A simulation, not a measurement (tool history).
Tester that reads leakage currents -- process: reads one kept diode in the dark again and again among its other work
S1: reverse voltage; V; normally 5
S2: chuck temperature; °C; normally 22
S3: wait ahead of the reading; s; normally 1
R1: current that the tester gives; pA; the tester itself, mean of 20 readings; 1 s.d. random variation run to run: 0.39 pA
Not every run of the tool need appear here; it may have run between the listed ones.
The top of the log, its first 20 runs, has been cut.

{"run": 21, "hour": 608.9, "S1": 11.05, "S2": 20, "S3": 0.41, "R1": 148.31}
{"run": 22, "hour": 649.6, "S1": 5, "S2": 25, "S3": 1, "R1": 160.55}
{"run": 23, "hour": 690.1, "S1": 5, "S2": 25, "S3": 1, "R1": 160.45}
{"run": 24, "hour": 728.2, "S1": 5, "S2": 25, "S3": 1, "R1": 160.92}
{"run": 25, "hour": 757.7, "S1": 10.02, "S2": 22, "S3": 1, "R1": 164.52}
{"run": 26, "hour": 783.2, "S1": 3.36, "S2": 28, "S3": 1, "R1": 172.73}
{"run": 27, "hour": 823.4, "S1": 2.88, "S2": 22, "S3": 2.68, "R1": 103.74}
{"run": 28, "hour": 851.5, "S1": 2.88, "S2": 22, "S3": 2.68, "R1": 104.1}
{"run": 29, "hour": 887.7, "S1": 2.78, "S2": 55, "S3": 2.68, "R1": 1049.81}
{"run": 30, "hour": 917.1, "S1": 2.78, "S2": 55, "S3": 2.68, "R1": 1045.6}
{"run": 31, "hour": 952.6, "S1": 8.55, "S2": 26, "S3": 2.68, "R1": 207.28}
{"run": 32, "hour": 989.9, "S1": 19.78, "S2": 21, "S3": 2.68, "R1": 195.37}
{"run": 33, "hour": 1029.5, "S1": 5, "S2": 51, "S3": 0.42, "R1": 992.3}
{"run": 34, "hour": 1068.2, "S1": 1.77, "S2": 21, "S3": 6.3, "R1": 78.99}
{"run": 35, "hour": 1091.9, "S1": 15.83, "S2": 58, "S3": 1.19, "R1": 2302.27}

Below are 3 alternative next runs, each starting from the tool's condition after run 35. Predict each:
{"run": "A", "hour": 1121.7, "S1": 5, "S2": 26, "S3": 1, "R1": "?"}
{"run": "B", "hour": 1121.7, "S1": 12.24, "S2": 26, "S3": 3.12, "R1": "?"}
{"run": "C", "hour": 1121.7, "S1": 2.84, "S2": 22, "S3": 7.24, "R1": "?"}

run=A R1=170.39
run=B R1=234.09
run=C R1=101.52
What these runs would have given with no unlogged condition in the tool:
run=A R1=175.35
run=B R1=237.24
run=C R1=104.73
